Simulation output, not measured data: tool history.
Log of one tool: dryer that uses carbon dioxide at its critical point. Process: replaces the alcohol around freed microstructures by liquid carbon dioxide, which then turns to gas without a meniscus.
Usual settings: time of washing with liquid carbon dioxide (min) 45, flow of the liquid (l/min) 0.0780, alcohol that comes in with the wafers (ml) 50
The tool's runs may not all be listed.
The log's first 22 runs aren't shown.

run,hour,time of washing with liquid carbon dioxide (min),flow of the liquid (l/min),alcohol that comes in with the wafers (ml),alcohol left in the vessel before it's heated (ppm by volume)
23,579.1,45,0.1061,50,81
24,606.7,32,0.1135,22,142
25,635.6,32,0.1135,22,148
26,660.4,32,0.0809,38,1304
27,685.8,66,0.1227,88,44
28,718.2,66,0.1227,88,38
29,742.0,59,0.0797,97,165
30,774.3,31,0.0797,116,4801
31,803.0,31,0.0675,116,9004
32,836.6,31,0.0675,116,9199
33,853.0,61,0.0553,50,673
34,885.8,46,0.0897,50,193
35,910.1,45,0.1261,95,67

The next listed run, before its measurement:
36,931.8,65,0.1261,40,?

{"run 36": {"alcohol left in the vessel before it's heated (ppm by volume)": 51}}
Without the tool's hidden state the same run would have given alcohol left in the vessel before it's heated (ppm by volume) 5.

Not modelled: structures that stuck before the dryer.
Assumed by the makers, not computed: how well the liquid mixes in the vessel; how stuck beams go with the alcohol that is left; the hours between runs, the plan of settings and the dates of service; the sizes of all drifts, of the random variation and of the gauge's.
